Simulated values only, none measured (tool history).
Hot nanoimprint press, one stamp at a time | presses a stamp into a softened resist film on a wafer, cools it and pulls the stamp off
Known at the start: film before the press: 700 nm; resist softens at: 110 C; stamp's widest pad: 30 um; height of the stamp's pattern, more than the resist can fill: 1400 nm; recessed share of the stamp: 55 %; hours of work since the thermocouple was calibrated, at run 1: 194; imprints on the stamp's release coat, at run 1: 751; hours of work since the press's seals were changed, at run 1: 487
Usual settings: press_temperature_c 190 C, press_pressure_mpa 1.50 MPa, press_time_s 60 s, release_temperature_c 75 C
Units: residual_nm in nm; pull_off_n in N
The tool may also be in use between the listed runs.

run,hour,press_temperature_c,press_pressure_mpa,press_time_s,release_temperature_c,hours of work since the thermocouple was calibrated,imprints on the stamp's release coat,hours of work since the press's seals were changed,residual_nm,pull_off_n
1,0.0,190,1.50,60,75,194,751,487,424.2,283
2,66.9,190,1.50,60,75,234,954,526,424.5,299
# hour 100.0: plate thermocouple calibrated
3,132.7,190,1.50,60,75,19,1144,563,424.3,312
# hour 152.5: stamp cleaned and given a new release coat
4,174.8,190,1.50,60,75,40,68,584,424.5,234
5,239.0,190,1.50,48,75,78,262,622,454.4,251
6,283.1,184,1.50,60,75,104,396,648,511.7,263
7,338.4,184,1.50,60,75,137,564,680,512.1,269
8,375.5,190,1.50,60,75,158,676,702,431.2,280
9,421.2,190,1.50,60,75,185,815,729,429.7,304
10,492.5,190,1.50,60,75,227,1031,771,432.0,312
# hour 536.2: plate thermocouple calibrated
11,537.0,190,1.50,60,75,0,1157,795,422.4,317
# hour 548.4: stamp cleaned and given a new release coat
# hour 611.6: press's hydraulic seals changed and the load cell set to zero
12,614.1,190,1.14,80,79,38,175,1,420.9,221
13,672.3,196,1.50,60,64,72,351,36,336.7,308
14,735.6,186,1.28,82,64,109,543,73,457.8,329
15,786.4,190,2.34,60,75,139,697,103,348.5,269
16,859.3,190,0.99,49,75,182,918,146,507.3,294
17,892.2,190,1.08,60,71,201,1018,165,471.3,334
# hour 952.8: stamp cleaned and given a new release coat
18,956.1,187,1.22,60,75,235,10,199,495.5,234
# hour 988.8: plate thermocouple calibrated
19,1013.7,192,1.50,105,70,15,176,231,323.6,270
20,1086.2,192,1.50,105,70,57,396,274,325.8,287
21,1150.2,192,1.50,105,70,95,590,311,326.3,294

Forecast each of these 4 alternatives for the next run:
A,1199.9,192,1.42,105,70,124,740,341,?,?
B,1199.9,196,1.06,79,75,124,740,341,?,?
C,1199.9,192,2.26,65,79,124,740,341,?,?
D,1199.9,190,1.50,83,75,124,740,341,?,?

run,residual_nm,pull_off_n
A,336.8,317
B,364.0,284
C,327.4,269
D,382.9,281
Without the tool's hidden state the same runs would have given:
run,residual_nm,pull_off_n
A,329.2,255
B,357.4,229
C,317.3,216
D,374.6,227
